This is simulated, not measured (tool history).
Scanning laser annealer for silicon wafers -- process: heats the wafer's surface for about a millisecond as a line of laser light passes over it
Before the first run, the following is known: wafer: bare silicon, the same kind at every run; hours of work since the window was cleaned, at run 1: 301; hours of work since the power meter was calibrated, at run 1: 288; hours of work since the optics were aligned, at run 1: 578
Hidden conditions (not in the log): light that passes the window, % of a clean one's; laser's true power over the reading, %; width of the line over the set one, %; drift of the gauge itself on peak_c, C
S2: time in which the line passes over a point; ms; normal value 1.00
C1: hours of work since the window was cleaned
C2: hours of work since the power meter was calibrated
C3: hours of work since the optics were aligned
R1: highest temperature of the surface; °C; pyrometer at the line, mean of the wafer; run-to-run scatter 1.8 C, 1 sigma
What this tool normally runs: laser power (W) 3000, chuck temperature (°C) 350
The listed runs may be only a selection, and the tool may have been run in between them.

Run 1, hour 0.0: usual settings; C1 301; C2 288; C3 578. Result: R1 1147 °C.
Run 2, hour 8.0: usual settings; C1 305; C2 293; C3 583. Result: R1 1142 °C.
Run 3, hour 17.5: usual settings but chuck temperature (°C) 384; C1 310; C2 298; C3 588. Result: R1 1178 °C.
Run 4, hour 28.1: usual settings but chuck temperature (°C) 384; C1 316; C2 304; C3 593. Result: R1 1179 °C.
Run 5, hour 43.5: usual settings; C1 324; C2 312; C3 602. Result: R1 1143 °C.
Run 6, hour 57.4: usual settings; C1 332; C2 319; C3 609. Result: R1 1142 °C.
Run 7, hour 74.3: usual settings but chuck temperature (°C) 356; C1 341; C2 328; C3 618. Result: R1 1150 °C.
At hour 77.9: window over the wafer cleaned.
Run 8, hour 87.2: usual settings but laser power (W) 2681, S2 0.83 ms, chuck temperature (°C) 363; C1 5; C2 334; C3 624. Result: R1 992 °C.
Run 9, hour 103.2: usual settings but laser power (W) 3277, S2 0.96 ms, chuck temperature (°C) 335; C1 14; C2 343; C3 633. Result: R1 1171 °C.
Run 10, hour 111.3: usual settings but laser power (W) 3277, S2 0.96 ms, chuck temperature (°C) 335; C1 18; C2 347; C3 637. Result: R1 1169 °C.
Run 11, hour 122.5: usual settings but laser power (W) 3277, S2 0.96 ms, chuck temperature (°C) 335; C1 24; C2 353; C3 643. Result: R1 1171 °C.
Run 12, hour 132.7: usual settings but laser power (W) 3277, S2 0.96 ms, chuck temperature (°C) 335; C1 30; C2 359; C3 649. Result: R1 1168 °C.
Run 13, hour 149.9: usual settings but laser power (W) 3277, S2 0.96 ms, chuck temperature (°C) 335; C1 39; C2 368; C3 658. Result: R1 1164 °C.

Branching from run 13: 3 alternative next runs. What would each branch give?
Run A, hour 161.9: usual settings but laser power (W) 3277, S2 0.71 ms, chuck temperature (°C) 335; C1 45; C2 375; C3 665. Result: R1 ?.
Run B, hour 161.9: usual settings but laser power (W) 3018, S2 0.96 ms, chuck temperature (°C) 339; C1 45; C2 375; C3 665. Result: R1 ?.
Run C, hour 161.9: usual settings but laser power (W) 2966, S2 0.93 ms, chuck temperature (°C) 323; C1 45; C2 375; C3 665. Result: R1 ?.

run    R1
  A  1032
  B  1106
  C  1064
What these runs would have given with no unlogged condition in the tool:
run    R1
  A  1057
  B  1134
  C  1091

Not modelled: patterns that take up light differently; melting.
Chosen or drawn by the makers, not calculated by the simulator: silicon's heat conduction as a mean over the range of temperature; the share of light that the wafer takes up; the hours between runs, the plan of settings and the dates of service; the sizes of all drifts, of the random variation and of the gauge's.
